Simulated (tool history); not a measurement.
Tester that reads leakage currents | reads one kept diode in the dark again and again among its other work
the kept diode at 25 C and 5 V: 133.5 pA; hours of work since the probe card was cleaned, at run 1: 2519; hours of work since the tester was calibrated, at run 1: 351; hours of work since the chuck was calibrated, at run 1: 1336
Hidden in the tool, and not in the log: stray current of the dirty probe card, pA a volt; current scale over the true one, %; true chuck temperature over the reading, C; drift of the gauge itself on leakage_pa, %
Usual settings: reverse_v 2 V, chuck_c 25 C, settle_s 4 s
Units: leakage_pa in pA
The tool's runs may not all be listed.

run,day,reverse_v,chuck_c,settle_s,hours of work since the probe card was cleaned,hours of work since the tester was calibrated,hours of work since the chuck was calibrated,leakage_pa
1,0,2,25,4,2519,351,1336,81.21
2,1.104,2,25,4,2539,371,1357,80.73
3,2.642,2,25,4,2568,400,1385,81.08
# day 3.558: probe card cleaned and baked
4,3.621,2,25,4,1,416,1401,81.18
5,5.133,2,25,4,29,444,1429,80.61
6,6.088,2,25,4,47,462,1447,80.7
7,6.925,2,25,4,63,477,1463,80.6
8,8.117,2,25,4,85,500,1485,81.16
9,9.083,2,25,0.32,103,517,1503,82.36
10,10.379,2,25,4,127,542,1527,80.53
11,11.633,2,25,4,150,565,1550,81.38
12,13.433,2,28,4,184,598,1584,103.82
13,14.942,2,28,4,212,626,1612,104.45
14,15.958,1.31,28,4,231,645,1631,82.71
15,17.242,4.57,25,4,254,669,1655,127.16
16,18.5,2,25,4,278,693,1678,80.63
17,20.45,2,25,4,314,729,1714,81.02
18,21.971,2,25,4,342,757,1742,80.2
19,23.571,2,25,1.4,372,787,1772,80.92
20,25.367,2,25,1.4,406,820,1806,81.21
21,27.283,4.43,22,0.34,441,856,1841,99.67
22,28.433,4.43,22,0.34,463,877,1863,99.31
# day 29.733: chuck's temperature calibrated
23,29.921,4.43,22,0.34,489,903,3,99.34
24,31.929,9.06,25,4,526,941,41,184.76
25,33.154,10.02,50,0.59,549,964,64,1433.84
26,34.254,3.68,23,0.65,569,984,84,96.58
27,36.004,3.68,23,0.65,602,1017,117,96.89
28,37.562,6.75,48,7.35,631,1046,146,998.53
29,39.104,2,25,0.68,659,1074,174,81.53
30,40.95,2,25,0.68,694,1109,209,81.32
31,42.717,3.59,25,0.82,727,1141,241,112.53
32,43.729,1.98,29,1.09,745,1160,260,113.01
33,44.629,1.98,29,1.09,762,1177,277,113.13
34,46.529,1.98,29,1.09,797,1212,312,113.79
35,47.788,15.26,25,3.09,821,1236,336,248.57
36,49.308,1.31,44,0.32,849,1264,364,298.35
37,51.042,1.31,44,0.32,881,1296,396,300.34
38,52.483,4.9,25,4,908,1323,423,132.19
39,54.35,4.8,25,1.02,943,1358,458,131.43
40,55.7,14.2,41,4,968,1383,483,881.45

Forecast each of these 4 alternatives for the next run:
A,57.438,14.2,24,1.37,1000,1415,515,?
B,57.438,2,36,4,1000,1415,515,?
C,57.438,14.2,41,7,1000,1415,515,?
D,57.438,6.29,25,4,1000,1415,515,?

run,leakage_pa
A,219.82
B,201.8
C,877.9
D,151.83
Without the tool's hidden state the same runs would have given:
run,leakage_pa
A,219.82
B,201.93
C,878.4
D,151.88

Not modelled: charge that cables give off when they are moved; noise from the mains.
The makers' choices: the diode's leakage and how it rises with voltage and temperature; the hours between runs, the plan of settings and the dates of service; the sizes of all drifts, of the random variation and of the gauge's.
